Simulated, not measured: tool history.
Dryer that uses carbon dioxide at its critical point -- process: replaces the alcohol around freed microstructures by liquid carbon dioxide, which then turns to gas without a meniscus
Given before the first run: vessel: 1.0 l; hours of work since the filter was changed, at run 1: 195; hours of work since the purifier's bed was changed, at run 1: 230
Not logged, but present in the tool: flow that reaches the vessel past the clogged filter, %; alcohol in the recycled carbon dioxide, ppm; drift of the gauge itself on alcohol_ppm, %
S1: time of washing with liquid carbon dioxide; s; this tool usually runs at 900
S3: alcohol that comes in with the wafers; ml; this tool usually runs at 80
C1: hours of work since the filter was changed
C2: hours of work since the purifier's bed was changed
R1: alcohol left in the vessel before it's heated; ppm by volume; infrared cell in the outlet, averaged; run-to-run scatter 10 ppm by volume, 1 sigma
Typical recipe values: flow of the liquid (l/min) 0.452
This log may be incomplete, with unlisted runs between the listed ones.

run 1 hour=0 | S1=900 flow_of_the_liquid_(l/min)=0.452 S3=80 | C1=195 C2=230 | R1=927
run 2 hour=7 | S1=900 flow_of_the_liquid_(l/min)=0.452 S3=80 | C1=199 C2=234 | R1=899
run 3 hour=15 | S1=900 flow_of_the_liquid_(l/min)=0.274 S3=80 | C1=204 C2=239 | R1=5182
run 4 hour=20.3 | S1=900 flow_of_the_liquid_(l/min)=0.452 S3=80 | C1=207 C2=242 | R1=915
run 5 hour=26.8 | S1=900 flow_of_the_liquid_(l/min)=0.452 S3=80 | C1=211 C2=246 | R1=948
run 6 hour=35.3 | S1=780 flow_of_the_liquid_(l/min)=0.348 S3=40 | C1=216 C2=251 | R1=2037
run 7 hour=42 | S1=780 flow_of_the_liquid_(l/min)=0.348 S3=40 | C1=220 C2=255 | R1=2049
run 8 hour=49.9 | S1=600 flow_of_the_liquid_(l/min)=0.606 S3=78 | C1=225 C2=260 | R1=1448
run 9 hour=58.3 | S1=900 flow_of_the_liquid_(l/min)=0.606 S3=78 | C1=230 C2=265 | R1=302
run 10 hour=67.7 | S1=1020 flow_of_the_liquid_(l/min)=0.438 S3=85 | C1=236 C2=271 | R1=688

What if the next run were any one of these 5? Each begins from the tool's condition after run 10:
run A hour=74.3 | S1=1200 flow_of_the_liquid_(l/min)=0.472 S3=85 | C1=240 C2=275 | R1=?
run B hour=74.3 | S1=660 flow_of_the_liquid_(l/min)=0.628 S3=22 | C1=240 C2=275 | R1=?
run C hour=74.3 | S1=900 flow_of_the_liquid_(l/min)=0.438 S3=85 | C1=240 C2=275 | R1=?
run D hour=74.3 | S1=540 flow_of_the_liquid_(l/min)=0.438 S3=85 | C1=240 C2=275 | R1=?
run E hour=74.3 | S1=900 flow_of_the_liquid_(l/min)=0.435 S3=31 | C1=240 C2=275 | R1=?

run=A R1=267
run=B R1=349
run=C R1=1214
run=D R1=6369
run=E R1=516
Without the tool's unlogged condition, the same runs would have read:
run=A R1=96
run=B R1=165
run=C R1=783
run=D R1=5089
run=E R1=287
